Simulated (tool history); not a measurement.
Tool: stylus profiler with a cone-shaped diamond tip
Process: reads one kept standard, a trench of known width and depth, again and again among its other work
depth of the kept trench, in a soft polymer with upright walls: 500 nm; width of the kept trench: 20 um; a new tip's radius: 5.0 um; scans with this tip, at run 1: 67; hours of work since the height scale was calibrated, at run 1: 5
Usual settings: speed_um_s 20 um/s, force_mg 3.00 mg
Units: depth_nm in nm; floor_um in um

run    hour  speed_um_s  force_mg  scans with this tip  hours of work since the height scale was calibrated  depth_nm  floor_um
  1     0.0          20      3.00                   67                                                    5    503.29     15.41
  2    18.2          20      1.95                  248                                                   18    502.43     15.28
  3    42.4           5      3.00                  488                                                   36    503.31     15.23
  4    67.3          26      3.00                  736                                                   54    503.45     15.06
  5    90.1          20      2.15                  963                                                   71    502.80     14.87
  6   118.0          10      2.15                 1240                                                   92    502.62     14.77
  7   134.8          10      2.15                 1407                                                  104    502.85     14.72
  8   149.3          10      2.15                 1552                                                  115    502.92     14.65
  9   178.4          10      2.15                 1842                                                  136    502.86     14.55
 10   195.0          20      4.79                 2007                                                  148    504.59     14.45
 11   212.2          20      4.79                 2178                                                  161    504.64     14.39
 12   239.6          20      3.14                 2451                                                  181    503.78     14.20
 13   262.9          20      3.14                 2683                                                  198    503.64     14.15
 14   292.6          24      3.00                 2978                                                  220    503.70     13.94
 15   306.5          20      3.00                 3116                                                  230    503.80     13.92
 16   323.5          20      1.05                 3285                                                  243    502.10     13.75
 17   352.7          44      3.00                 3576                                                  264    503.94     13.65
 18   382.6          44      3.00                 3873                                                  286    503.78     13.49
 19   410.7          44      3.00                 4153                                                  307    503.93     13.38
 20   427.9          44      3.00                 4324                                                  320    504.00     13.31
 21   454.1          44      3.00                 4585                                                  339    503.98     13.14
 22   476.9          20      1.24                 4812                                                  356    502.41     13.21
 23   506.6          20      3.00                 5108                                                  378    504.23     13.14
      509.0  -- height scale calibrated on a step standard
 24   524.7          20      3.47                 5283                                                   12    504.69     13.06
 25   546.7           6      1.07                 5501                                                   28    502.94     13.00
 26   565.6           6      1.07                 5689                                                   42    503.15     12.97
 27   594.4           6      1.07                 5976                                                   63    503.12     12.87
 28   610.2           8      3.00                 6133                                                   74    504.99     12.84
 29   636.4           8      3.00                 6394                                                   94    504.68     12.71
      656.4  -- height scale calibrated on a step standard, once more
 30   660.5          36      4.15                 6629                                                    3    503.82     12.53
 31   689.1           9      2.46                 6914                                                   24    503.02     12.57
 32   705.7           9      2.06                 7078                                                   36    502.52     12.49
 33   735.4           6      2.60                 7374                                                   58    503.15     12.43
 34   755.1          14      8.92                 7570                                                   73    506.81     12.36
 35   768.7          13      3.00                 7706                                                   83    503.51     12.31
 36   785.3          13      3.00                 7871                                                   95    503.17     12.26
 37   807.2          72      2.44                 8088                                                  111    502.84     11.81
 38   825.3          67      1.92                 8268                                                  124    502.72     11.74
 39   850.6          67      1.92                 8520                                                  143    502.67     11.62
 40   869.3          21      4.72                 8707                                                  157    504.54     11.92
 41   889.6           6      1.51                 8908                                                  172    502.34     11.88
 42   915.4           6      1.51                 9165                                                  191    502.28     11.79
      936.8  -- new tip fitted, height scale calibrated
 43   944.9          68      3.10                   81                                                    6    503.37     15.31
 44   972.9          45      1.25                  359                                                   27    502.13     15.12
 45  1001.0          20      1.73                  639                                                   47    502.53     15.20
 46  1023.3          20      2.88                  861                                                   64    503.47     15.16

Forecast each of these 4 alternatives for the next run:
  A  1042.2          67      2.88                 1049                                                   78         ?         ?
  B  1042.2          28      2.50                 1049                                                   78         ?         ?
  C  1042.2          34      3.40                 1049                                                   78         ?         ?
  D  1042.2          12      1.68                 1049                                                   78         ?         ?

run  depth_nm  floor_um
  A    503.41     14.77
  B    503.09     14.98
  C    503.87     14.94
  D    502.52     15.01
Without the tool's hidden state the same runs would have given:
run  depth_nm  floor_um
  A    503.00     15.29
  B    502.68     15.50
  C    503.45     15.46
  D    502.11     15.53
